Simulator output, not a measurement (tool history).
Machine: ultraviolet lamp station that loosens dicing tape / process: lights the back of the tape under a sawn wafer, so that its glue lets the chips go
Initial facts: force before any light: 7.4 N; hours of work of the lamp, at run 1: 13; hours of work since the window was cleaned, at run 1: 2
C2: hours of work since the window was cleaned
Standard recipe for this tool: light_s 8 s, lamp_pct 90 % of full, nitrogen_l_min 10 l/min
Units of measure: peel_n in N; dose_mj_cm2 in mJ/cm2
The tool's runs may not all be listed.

{"run": 1, "hour": 0.0, "light_s": 8, "lamp_pct": 90, "nitrogen_l_min": 10, "hours of work of the lamp": 13, "C2": 2, "peel_n": 0.116, "dose_mj_cm2": 241}
{"run": 2, "hour": 14.7, "light_s": 8, "lamp_pct": 90, "nitrogen_l_min": 10, "hours of work of the lamp": 22, "C2": 11, "peel_n": 0.109, "dose_mj_cm2": 246}
{"run": 3, "hour": 32.2, "light_s": 8, "lamp_pct": 90, "nitrogen_l_min": 10, "hours of work of the lamp": 33, "C2": 22, "peel_n": 0.121, "dose_mj_cm2": 238}
{"run": 4, "hour": 42.7, "light_s": 8, "lamp_pct": 90, "nitrogen_l_min": 10, "hours of work of the lamp": 40, "C2": 29, "peel_n": 0.105, "dose_mj_cm2": 242}
{"run": 5, "hour": 63.8, "light_s": 8, "lamp_pct": 90, "nitrogen_l_min": 10, "hours of work of the lamp": 53, "C2": 42, "peel_n": 0.108, "dose_mj_cm2": 245}
{"run": 6, "hour": 82.9, "light_s": 8, "lamp_pct": 73, "nitrogen_l_min": 10, "hours of work of the lamp": 64, "C2": 54, "peel_n": 0.177, "dose_mj_cm2": 195}
{"run": 7, "hour": 102.3, "light_s": 8, "lamp_pct": 73, "nitrogen_l_min": 10, "hours of work of the lamp": 76, "C2": 66, "peel_n": 0.17, "dose_mj_cm2": 196}
{"run": 8, "hour": 121.6, "light_s": 8, "lamp_pct": 72, "nitrogen_l_min": 11, "hours of work of the lamp": 88, "C2": 77, "peel_n": 0.155, "dose_mj_cm2": 195}
{"run": 9, "hour": 132.5, "light_s": 6, "lamp_pct": 93, "nitrogen_l_min": 4, "hours of work of the lamp": 95, "C2": 84, "peel_n": 0.389, "dose_mj_cm2": 187}
{"run": 10, "hour": 145.8, "light_s": 15, "lamp_pct": 82, "nitrogen_l_min": 10, "hours of work of the lamp": 103, "C2": 92, "peel_n": 0.081, "dose_mj_cm2": 410}
{"run": 11, "hour": 162.8, "light_s": 15, "lamp_pct": 82, "nitrogen_l_min": 10, "hours of work of the lamp": 114, "C2": 103, "peel_n": 0.081, "dose_mj_cm2": 418}
{"run": 12, "hour": 172.8, "light_s": 8, "lamp_pct": 67, "nitrogen_l_min": 7, "hours of work of the lamp": 120, "C2": 109, "peel_n": 0.273, "dose_mj_cm2": 184}
{"run": 13, "hour": 186.8, "light_s": 10, "lamp_pct": 64, "nitrogen_l_min": 7, "hours of work of the lamp": 129, "C2": 118, "peel_n": 0.185, "dose_mj_cm2": 213}
{"run": 14, "hour": 206.7, "light_s": 11, "lamp_pct": 74, "nitrogen_l_min": 10, "hours of work of the lamp": 141, "C2": 130, "peel_n": 0.1, "dose_mj_cm2": 274}

Predict each of these 3 candidate next runs independently; none follows another, all start after run 14:
{"run": "A", "hour": 218.9, "light_s": 10, "lamp_pct": 76, "nitrogen_l_min": 10, "hours of work of the lamp": 149, "C2": 138, "peel_n": "?", "dose_mj_cm2": "?"}
{"run": "B", "hour": 218.9, "light_s": 5, "lamp_pct": 87, "nitrogen_l_min": 10, "hours of work of the lamp": 149, "C2": 138, "peel_n": "?", "dose_mj_cm2": "?"}
{"run": "C", "hour": 218.9, "light_s": 11, "lamp_pct": 65, "nitrogen_l_min": 4, "hours of work of the lamp": 149, "C2": 138, "peel_n": "?", "dose_mj_cm2": "?"}

run=A peel_n=0.11 dose_mj_cm2=256
run=B peel_n=0.357 dose_mj_cm2=147
run=C peel_n=0.21 dose_mj_cm2=243
Take away the tool's hidden state, keep each run's random variation, and the runs would have read:
run=A peel_n=0.11 dose_mj_cm2=257
run=B peel_n=0.356 dose_mj_cm2=147
run=C peel_n=0.21 dose_mj_cm2=243
